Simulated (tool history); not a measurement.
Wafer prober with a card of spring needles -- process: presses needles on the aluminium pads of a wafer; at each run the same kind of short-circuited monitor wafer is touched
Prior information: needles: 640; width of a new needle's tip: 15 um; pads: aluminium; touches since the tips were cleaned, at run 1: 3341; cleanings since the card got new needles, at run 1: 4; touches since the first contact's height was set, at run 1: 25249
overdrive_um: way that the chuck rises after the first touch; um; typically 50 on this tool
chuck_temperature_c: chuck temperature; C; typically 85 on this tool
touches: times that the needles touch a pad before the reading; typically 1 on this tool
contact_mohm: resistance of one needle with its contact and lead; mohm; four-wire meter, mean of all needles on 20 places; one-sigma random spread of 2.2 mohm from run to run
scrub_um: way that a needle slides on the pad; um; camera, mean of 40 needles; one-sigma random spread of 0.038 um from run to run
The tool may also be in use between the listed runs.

run	hour	overdrive_um	chuck_temperature_c	touches	touches since the tips were cleaned	cleanings since the card got new needles	touches since the first contact's height was set	contact_mohm	scrub_um
1	0.0	50	85	1	3341	4	25249	250	6.50
# hour 5.7: tips cleaned on abrasive film
# hour 20.0: tips cleaned on abrasive film
2	25.0	50	85	2	1925	6	34791	248	6.53
# hour 33.4: tips cleaned on abrasive film
# hour 46.7: tips cleaned on abrasive film
# hour 61.2: tips cleaned on abrasive film
3	63.0	50	85	2	672	9	49254	249	6.57
# hour 74.5: tips cleaned on abrasive film
# hour 88.2: tips cleaned on abrasive film
4	88.4	50	85	2	72	11	58945	249	6.56
# hour 101.4: tips cleaned on abrasive film
# hour 116.6: tips cleaned on abrasive film
5	126.1	50	85	2	3625	13	73343	247	6.53
# hour 130.9: tips cleaned on abrasive film
# hour 144.5: tips cleaned on abrasive film
6	152.4	50	85	2	3017	15	83365	252	6.48
# hour 158.0: tips cleaned on abrasive film
# hour 172.0: tips cleaned on abrasive film
# hour 186.0: tips cleaned on abrasive film
7	187.1	50	85	2	398	18	96586	250	6.51
# hour 199.1: tips cleaned on abrasive film
8	207.8	50	85	2	3335	19	104492	248	6.50
# hour 213.0: tips cleaned on abrasive film
# hour 225.9: tips cleaned on abrasive film
# hour 241.5: tips cleaned on abrasive film
9	244.6	50	85	2	1180	22	118534	247	6.51
# hour 255.4: tips cleaned on abrasive film
10	267.6	50	85	2	4670	23	127329	251	6.58
# hour 269.8: tips cleaned on abrasive film
# hour 283.4: tips cleaned on abrasive film
# hour 297.1: tips cleaned on abrasive film
11	302.8	50	85	2	2194	26	140758	251	6.54
# hour 311.1: tips cleaned on abrasive film
12	321.2	50	85	1	3887	27	147784	250	6.59
# hour 324.2: tips cleaned on abrasive film
# hour 337.7: tips cleaned on abrasive film
13	337.7	50	85	1	0	29	154034	253	6.59
# hour 352.0: tips cleaned on abrasive film
# hour 367.4: tips cleaned on abrasive film
14	371.0	44	85	1	1355	31	166734	247	5.77
# hour 380.7: tips cleaned on abrasive film
# hour 394.1: tips cleaned on abrasive film
15	403.0	50	85	2	3433	33	178967	254	6.66
# hour 409.1: tips cleaned on abrasive film
# hour 424.7: tips cleaned on abrasive film
# hour 439.1: tips cleaned on abrasive film
16	440.0	50	37	1	311	36	193048	237	6.57
# hour 453.5: tips cleaned on abrasive film
17	455.4	50	37	1	719	37	198943	232	6.64
# hour 466.9: tips cleaned on abrasive film
# hour 469.8: height of the first contact set anew
18	479.2	50	37	1	4601	38	3594	236	6.57
# hour 481.3: tips cleaned on abrasive film
# hour 495.2: tips cleaned on abrasive film
19	502.9	39	37	1	2954	40	12629	237	5.16
# hour 509.7: tips cleaned on abrasive film
# hour 523.3: tips cleaned on abrasive film
20	527.9	50	86	2	1775	42	22170	252	6.67
# hour 537.1: tips cleaned on abrasive film
# hour 551.4: tips cleaned on abrasive film
21	554.2	42	85	2	1084	44	32178	255	5.64
# hour 566.5: tips cleaned on abrasive film
# hour 580.7: tips cleaned on abrasive film
22	591.2	50	85	2	4059	46	46335	248	6.69
# hour 593.9: tips cleaned on abrasive film
# hour 608.1: tips cleaned on abrasive film
# hour 622.5: tips cleaned on abrasive film
23	629.4	50	85	2	2674	49	60894	248	6.64
# hour 636.4: tips cleaned on abrasive film
# hour 650.6: gauge calibrated
# hour 650.7: tips cleaned on abrasive film
24	656.3	50	85	2	2159	51	71149	255	6.51
# hour 665.2: tips cleaned on abrasive film
25	672.7	50	85	2	2885	52	77395	248	6.46
# hour 678.5: tips cleaned on abrasive film
# hour 692.6: tips cleaned on abrasive film
26	701.2	50	85	2	3300	54	88261	250	6.56
# hour 705.9: tips cleaned on abrasive film
# hour 720.5: tips cleaned on abrasive film
27	720.5	50	85	2	0	56	95623	249	6.51
# hour 733.6: tips cleaned on abrasive film
# hour 748.2: tips cleaned on abrasive film
28	752.0	66	85	1	1453	58	107643	252	8.56
# hour 763.6: tips cleaned on abrasive film
# hour 777.9: tips cleaned on abrasive film
29	779.2	50	87	1	490	60	118006	248	6.53

Describe how what the log doesn't record of the tool's condition differs between the last listed run preceding each entry between runs and the first listed run following it.
Logged between run 1 and run 2: tips cleaned on abrasive film (hour 5.7); tips cleaned on abrasive film (hour 20.0)
  debris on the tips, nm: 1.1 -> 0.8; drift of the gauge itself on scrub_um, %: 0 -> 0.11
  measured minus no-state result, scrub_um: +0.00 -> +0.01 um
Logged between run 2 and run 3: tips cleaned on abrasive film (hour 33.4); tips cleaned on abrasive film (hour 46.7); tips cleaned on abrasive film (hour 61.2)
  debris on the tips, nm: 0.8 -> 0.3; drift of the gauge itself on scrub_um, %: 0.11 -> 0.28
  measured minus no-state result, scrub_um: +0.01 -> +0.02 um
Logged between run 3 and run 4: tips cleaned on abrasive film (hour 74.5); tips cleaned on abrasive film (hour 88.2)
  debris on the tips, nm: 0.3 -> 0.2; way that the needles fall short of the set height, um: 0 -> 0.01; drift of the gauge itself on scrub_um, %: 0.28 -> 0.39
  measured minus no-state result, scrub_um: +0.02 -> +0.03 um
Logged between run 4 and run 5: tips cleaned on abrasive film (hour 101.4); tips cleaned on abrasive film (hour 116.6)
  debris on the tips, nm: 0.2 -> 1.1; drift of the gauge itself on scrub_um, %: 0.39 -> 0.56
  measured minus no-state result, scrub_um: +0.03 -> +0.04 um
Logged between run 5 and run 6: tips cleaned on abrasive film (hour 130.9); tips cleaned on abrasive film (hour 144.5)
  drift of the gauge itself on scrub_um, %: 0.56 -> 0.67
  measured minus no-state result, scrub_um: +0.04 -> +0.04 um
Logged between run 6 and run 7: tips cleaned on abrasive film (hour 158.0); tips cleaned on abrasive film (hour 172.0); tips cleaned on abrasive film (hour 186.0)
  debris on the tips, nm: 1.1 -> 0.3; drift of the gauge itself on scrub_um, %: 0.67 -> 0.83
  measured minus no-state result, scrub_um: +0.04 -> +0.05 um
Logged between run 7 and run 8: tips cleaned on abrasive film (hour 199.1)
  debris on the tips, nm: 0.3 -> 1; drift of the gauge itself on scrub_um, %: 0.83 -> 0.92
  measured minus no-state result, scrub_um: +0.05 -> +0.05 um
Logged between run 8 and run 9: tips cleaned on abrasive film (hour 213.0); tips cleaned on abrasive film (hour 225.9); tips cleaned on abrasive film (hour 241.5)
  debris on the tips, nm: 1 -> 0.5; drift of the gauge itself on scrub_um, %: 0.92 -> 1.08
  measured minus no-state result, scrub_um: +0.05 -> +0.06 um
Logged between run 9 and run 10: tips cleaned on abrasive film (hour 255.4)
  debris on the tips, nm: 0.5 -> 1.3; drift of the gauge itself on scrub_um, %: 1.08 -> 1.18
  measured minus no-state result, scrub_um: +0.06 -> +0.07 um
Logged between run 10 and run 11: tips cleaned on abrasive film (hour 269.8); tips cleaned on abrasive film (hour 283.4); tips cleaned on abrasive film (hour 297.1)
  debris on the tips, nm: 1.3 -> 0.9; drift of the gauge itself on scrub_um, %: 1.18 -> 1.34
  measured minus no-state result, scrub_um: +0.07 -> +0.09 um
Logged between run 11 and run 12: tips cleaned on abrasive film (hour 311.1)
  debris on the tips, nm: 0.9 -> 1.2; drift of the gauge itself on scrub_um, %: 1.34 -> 1.42
  measured minus no-state result, scrub_um: +0.09 -> +0.09 um
Logged between run 12 and run 13: tips cleaned on abrasive film (hour 324.2); tips cleaned on abrasive film (hour 337.7)
  debris on the tips, nm: 1.2 -> 0.1; drift of the gauge itself on scrub_um, %: 1.42 -> 1.49
  measured minus no-state result, scrub_um: +0.09 -> +0.09 um
Logged between run 13 and run 14: tips cleaned on abrasive film (hour 352.0); tips cleaned on abrasive film (hour 367.4)
  debris on the tips, nm: 0.1 -> 0.6; tips' diameter, um: 15 -> 15.01; drift of the gauge itself on scrub_um, %: 1.49 -> 1.64
  measured minus no-state result, scrub_um: +0.09 -> +0.09 um
Logged between run 14 and run 15: tips cleaned on abrasive film (hour 380.7); tips cleaned on abrasive film (hour 394.1)
  debris on the tips, nm: 0.6 -> 1.2; way that the needles fall short of the set height, um: 0.01 -> 0.02; drift of the gauge itself on scrub_um, %: 1.64 -> 1.78
  measured minus no-state result, scrub_um: +0.09 -> +0.12 um
Logged between run 15 and run 16: tips cleaned on abrasive film (hour 409.1); tips cleaned on abrasive film (hour 424.7); tips cleaned on abrasive film (hour 439.1)
  debris on the tips, nm: 1.2 -> 0.2; drift of the gauge itself on scrub_um, %: 1.78 -> 1.94
  measured minus no-state result, scrub_um: +0.12 -> +0.12 um
Logged between run 16 and run 17: tips cleaned on abrasive film (hour 453.5)
  debris on the tips, nm: 0.2 -> 0.4; drift of the gauge itself on scrub_um, %: 1.94 -> 2.01
  measured minus no-state result, scrub_um: +0.12 -> +0.13 um
Logged between run 17 and run 18: tips cleaned on abrasive film (hour 466.9); height of the first contact set anew (hour 469.8)
  debris on the tips, nm: 0.4 -> 1.3; way that the needles fall short of the set height, um: 0.02 -> 0; drift of the gauge itself on scrub_um, %: 2.01 -> 2.12
  measured minus no-state result, scrub_um: +0.13 -> +0.14 um
Logged between run 18 and run 19: tips cleaned on abrasive film (hour 481.3); tips cleaned on abrasive film (hour 495.2)
  debris on the tips, nm: 1.3 -> 1.1; drift of the gauge itself on scrub_um, %: 2.12 -> 2.22
  measured minus no-state result, scrub_um: +0.14 -> +0.12 um
Logged between run 19 and run 20: tips cleaned on abrasive film (hour 509.7); tips cleaned on abrasive film (hour 523.3)
  debris on the tips, nm: 1.1 -> 0.8; drift of the gauge itself on scrub_um, %: 2.22 -> 2.33
  measured minus no-state result, scrub_um: +0.12 -> +0.15 um
Logged between run 20 and run 21: tips cleaned on abrasive film (hour 537.1); tips cleaned on abrasive film (hour 551.4)
  debris on the tips, nm: 0.8 -> 0.6; drift of the gauge itself on scrub_um, %: 2.33 -> 2.45
  measured minus no-state result, scrub_um: +0.15 -> +0.13 um
Logged between run 21 and run 22: tips cleaned on abrasive film (hour 566.5); tips cleaned on abrasive film (hour 580.7)
  debris on the tips, nm: 0.6 -> 1.2; drift of the gauge itself on scrub_um, %: 2.45 -> 2.61
  measured minus no-state result, scrub_um: +0.13 -> +0.17 um
Logged between run 22 and run 23: tips cleaned on abrasive film (hour 593.9); tips cleaned on abrasive film (hour 608.1); tips cleaned on abrasive film (hour 622.5)
  debris on the tips, nm: 1.2 -> 1; way that the needles fall short of the set height, um: 0 -> 0.01; drift of the gauge itself on scrub_um, %: 2.61 -> 2.78
  measured minus no-state result, scrub_um: +0.17 -> +0.18 um
Logged between run 23 and run 24: tips cleaned on abrasive film (hour 636.4); gauge calibrated (hour 650.6); tips cleaned on abrasive film (hour 650.7)
  debris on the tips, nm: 1 -> 0.8; drift of the gauge itself on scrub_um, %: 2.78 -> 0.03
  measured minus no-state result, scrub_um: +0.18 -> +0.00 um
Logged between run 24 and run 25: tips cleaned on abrasive film (hour 665.2)
  debris on the tips, nm: 0.8 -> 1.1; drift of the gauge itself on scrub_um, %: 0.03 -> 0.1
  measured minus no-state result, scrub_um: +0.00 -> +0.01 um
Logged between run 25 and run 26: tips cleaned on abrasive film (hour 678.5); tips cleaned on abrasive film (hour 692.6)
  drift of the gauge itself on scrub_um, %: 0.1 -> 0.22
  measured minus no-state result, scrub_um: +0.01 -> +0.01 um
Logged between run 26 and run 27: tips cleaned on abrasive film (hour 705.9); tips cleaned on abrasive film (hour 720.5)
  debris on the tips, nm: 1.1 -> 0.1; drift of the gauge itself on scrub_um, %: 0.22 -> 0.31
  measured minus no-state result, scrub_um: +0.01 -> +0.02 um
Logged between run 27 and run 28: tips cleaned on abrasive film (hour 733.6); tips cleaned on abrasive film (hour 748.2)
  debris on the tips, nm: 0.1 -> 0.7; drift of the gauge itself on scrub_um, %: 0.31 -> 0.45
  measured minus no-state result, scrub_um: +0.02 -> +0.03 um
Logged between run 28 and run 29: tips cleaned on abrasive film (hour 763.6); tips cleaned on abrasive film (hour 777.9)
  debris on the tips, nm: 0.7 -> 0.3; drift of the gauge itself on scrub_um, %: 0.45 -> 0.57
  measured minus no-state result, scrub_um: +0.03 -> +0.03 um
